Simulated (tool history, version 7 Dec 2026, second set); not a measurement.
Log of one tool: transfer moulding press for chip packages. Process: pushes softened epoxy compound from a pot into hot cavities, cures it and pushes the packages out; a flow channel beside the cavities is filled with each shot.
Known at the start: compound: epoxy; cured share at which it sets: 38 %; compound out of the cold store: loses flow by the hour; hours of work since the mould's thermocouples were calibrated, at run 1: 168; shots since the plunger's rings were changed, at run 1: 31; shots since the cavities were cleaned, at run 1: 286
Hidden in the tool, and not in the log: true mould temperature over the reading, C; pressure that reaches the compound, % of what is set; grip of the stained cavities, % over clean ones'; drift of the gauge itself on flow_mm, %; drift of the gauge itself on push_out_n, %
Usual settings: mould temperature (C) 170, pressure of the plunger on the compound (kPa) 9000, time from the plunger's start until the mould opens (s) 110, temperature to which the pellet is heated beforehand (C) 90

run   hour  mould temperature (C)  pressure of the plunger on the compound (kPa)  time from the plunger's start until the mould opens (s)  temperature to which the pellet is heated beforehand (C)  hours of work since the mould's thermocouples were calibrated  shots since the plunger's rings were changed  shots since the cavities were cleaned  incoming compound's hours out of the cold store  length that the compound runs in the flow channel (mm)  greatest force on the pins that push the packages out (N)
  1      0                    170                                           9000                                                      110                                                        90                                                            168                                            31                                    286                                             18.8                                                     993                                                        231
  2   16.4                    168                                           9000                                                      110                                                        90                                                            176                                           165                                    420                                              9.5                                                    1017                                                        276
  3   37.4                    168                                           9000                                                      110                                                        90                                                            187                                           337                                    592                                             16.1                                                    1006                                                        310
  4   58.9                    170                                           9000                                                       94                                                        90                                                            199                                           512                                    767                                             20.9                                                     980                                                        368
  5   78.8                    170                                           9000                                                       94                                                        90                                                            209                                           674                                    929                                             14.7                                                     996                                                        404
      92.8  -- cavities cleaned with cleaning compound and waxed
  6   98.5                    177                                           9000                                                      110                                                        90                                                            219                                           823                                     47                                             20.3                                                     945                                                        290
  7  118.8                    177                                           9000                                                      110                                                        90                                                            230                                           989                                    213                                             29.3                                                     926                                                        284
     137.2  -- cavities cleaned with cleaning compound and waxed, once more
  8  144.1                    177                                           9000                                                      110                                                        90                                                            242                                          1183                                     56                                             30.1                                                     921                                                        162
  9  164.4                    177                                           9000                                                      110                                                        90                                                            253                                          1349                                    222                                             34.1                                                     917                                                        195
 10  175.4                    170                                           7590                                                      110                                                        90                                                            259                                          1439                                    312                                               12                                                     906                                                        236
 11    190                    170                                           7590                                                      110                                                        90                                                            267                                          1558                                    431                                             19.1                                                     898                                                        255
 12  200.9                    170                                           9000                                                      108                                                        90                                                            272                                          1647                                    520                                             28.9                                                     964                                                        278
 13  217.3                    170                                           9000                                                      112                                                        90                                                            281                                          1781                                    654                                             11.6                                                     986                                                        277
 14  235.8                    170                                           9000                                                      112                                                        90                                                            291                                          1932                                    805                                             36.8                                                     938                                                        290
 15  252.4                    170                                           9000                                                      112                                                        90                                                            300                                          2067                                    940                                             27.2                                                     961                                                        297
     263.8  -- cavities cleaned with cleaning compound and waxed
 16  269.2                    170                                           8020                                                      101                                                        90                                                            308                                          2193                                     44                                             16.5                                                     926                                                        232
 17  285.7                    166                                           7970                                                      110                                                        90                                                            316                                          2327                                    178                                              8.1                                                     960                                                        280
 18  304.7                    171                                           9000                                                      110                                                        93                                                            326                                          2482                                    333                                             34.3                                                     934                                                        237

Run 19 comes next. What will it give?
 19  315.1                    171                                           9000                                                      110                                                        93                                                            332                                          2567                                    418                                             42.3                                                       ?                                                          ?

{"run 19": {"length that the compound runs in the flow channel (mm)": 918, "greatest force on the pins that push the packages out (N)": 245}}
Without the tool's hidden state the same run would have given length that the compound runs in the flow channel (mm) 939, greatest force on the pins that push the packages out (N) 173.
